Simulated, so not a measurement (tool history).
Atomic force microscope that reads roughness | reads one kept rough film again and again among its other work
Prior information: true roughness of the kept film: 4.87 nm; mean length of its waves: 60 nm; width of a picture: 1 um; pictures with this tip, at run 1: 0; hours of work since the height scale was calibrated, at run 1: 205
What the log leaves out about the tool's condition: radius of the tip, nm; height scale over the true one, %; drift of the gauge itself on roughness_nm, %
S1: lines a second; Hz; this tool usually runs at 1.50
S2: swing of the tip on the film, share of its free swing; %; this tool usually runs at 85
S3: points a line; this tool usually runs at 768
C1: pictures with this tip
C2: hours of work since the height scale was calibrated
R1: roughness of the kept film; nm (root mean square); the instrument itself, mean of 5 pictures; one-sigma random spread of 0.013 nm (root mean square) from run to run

| run | day | S1 | S2 | S3 | C1 | C2 | R1 |
|---|---|---|---|---|---|---|---|
| 1 | 0.000 | 1.50 | 85 | 768 | 0 | 205 | 3.881 |
| 2 | 0.654 | 1.50 | 85 | 768 | 23 | 212 | 3.855 |
| 3 | 1.158 | 1.50 | 85 | 768 | 41 | 218 | 3.823 |
| 4 | 1.783 | 1.38 | 85 | 768 | 63 | 226 | 3.827 |
| 5 | 2.133 | 1.38 | 85 | 768 | 76 | 230 | 3.836 |
| 6 | 2.446 | 1.38 | 85 | 768 | 87 | 234 | 3.824 |
| 7 | 2.871 | 1.38 | 85 | 768 | 102 | 239 | 3.793 |
| 8 | 3.296 | 1.38 | 85 | 768 | 117 | 244 | 3.797 |
|  | 3.592 | new tip fitted |
| 9 | 4.075 | 1.38 | 85 | 768 | 17 | 253 | 3.907 |
| 10 | 4.525 | 1.50 | 85 | 499 | 33 | 258 | 3.829 |
| 11 | 4.850 | 0.60 | 70 | 768 | 45 | 262 | 4.499 |
| 12 | 5.592 | 2.00 | 68 | 424 | 71 | 271 | 4.110 |

Run 13, settings as shown, results not yet in. Your forecast:
| 13 | 6.271 | 2.00 | 68 | 424 | 95 | 279 | ? |

R1: 4.112 nm (root mean square)
With the hidden condition absent and the run-to-run variation left alone, this run would have shown R1 4.252 nm (root mean square).
